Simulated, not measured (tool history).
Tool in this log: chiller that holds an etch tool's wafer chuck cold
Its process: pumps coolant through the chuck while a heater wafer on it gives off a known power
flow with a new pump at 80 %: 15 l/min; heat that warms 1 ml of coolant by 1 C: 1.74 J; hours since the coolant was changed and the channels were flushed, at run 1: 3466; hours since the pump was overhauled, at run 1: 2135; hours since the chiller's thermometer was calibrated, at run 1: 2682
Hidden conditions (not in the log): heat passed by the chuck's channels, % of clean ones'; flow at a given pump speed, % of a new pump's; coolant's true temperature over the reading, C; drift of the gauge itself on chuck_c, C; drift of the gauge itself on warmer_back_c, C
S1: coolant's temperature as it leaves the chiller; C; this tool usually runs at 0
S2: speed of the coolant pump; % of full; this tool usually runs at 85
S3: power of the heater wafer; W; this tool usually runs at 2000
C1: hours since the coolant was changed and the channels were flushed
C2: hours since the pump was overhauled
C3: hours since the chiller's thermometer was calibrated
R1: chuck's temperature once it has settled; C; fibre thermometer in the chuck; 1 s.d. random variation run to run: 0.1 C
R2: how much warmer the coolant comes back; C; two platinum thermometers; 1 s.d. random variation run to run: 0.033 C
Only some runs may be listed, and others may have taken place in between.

| run | day | S1 | S2 | S3 | C1 | C2 | C3 | R1 | R2 |
|---|---|---|---|---|---|---|---|---|---|
| 1 | 0.000 | 0 | 85 | 2000 | 3466 | 2135 | 2682 | 11.8 | 4.33 |
| 2 | 1.217 | 0 | 85 | 1144 | 3496 | 2164 | 2712 | 6.9 | 2.46 |
| 3 | 2.579 | 0 | 85 | 1144 | 3528 | 2197 | 2744 | 6.8 | 2.49 |
| 4 | 3.738 | 0 | 66 | 2000 | 3556 | 2225 | 2772 | 14.9 | 5.63 |
| 5 | 5.238 | 0 | 66 | 2560 | 3592 | 2261 | 2808 | 19.0 | 7.29 |
| 6 | 6.888 | 0 | 66 | 2560 | 3632 | 2300 | 2848 | 18.9 | 7.26 |
| 7 | 8.550 | 0 | 66 | 2560 | 3672 | 2340 | 2888 | 19.0 | 7.18 |
| 8 | 10.812 | 0 | 66 | 2560 | 3726 | 2394 | 2942 | 19.0 | 7.25 |
| 9 | 12.188 | 0 | 66 | 2560 | 3759 | 2427 | 2975 | 18.9 | 7.23 |
| 10 | 13.467 | 0 | 66 | 2560 | 3790 | 2458 | 3006 | 18.9 | 7.25 |
| 11 | 15.588 | 4 | 80 | 1798 | 3840 | 2509 | 3056 | 15.0 | 4.14 |
| 12 | 17.188 | 4 | 70 | 2000 | 3879 | 2547 | 3095 | 18.2 | 5.29 |
| 13 | 18.750 | 4 | 70 | 1587 | 3916 | 2585 | 3132 | 15.2 | 4.15 |
| 14 | 20.688 | 0 | 87 | 1414 | 3963 | 2631 | 3179 | 8.1 | 2.93 |

Predict the results of run 15:
| 15 | 22.692 | -1 | 96 | 1215 | 4011 | 2679 | 3227 | ? | ? |

{"run 15": {"R1": 5.4, "R2": 2.31}}
Minus the tool's unlogged condition, the same run would have read R1 5.4 C, R2 2.31 C.
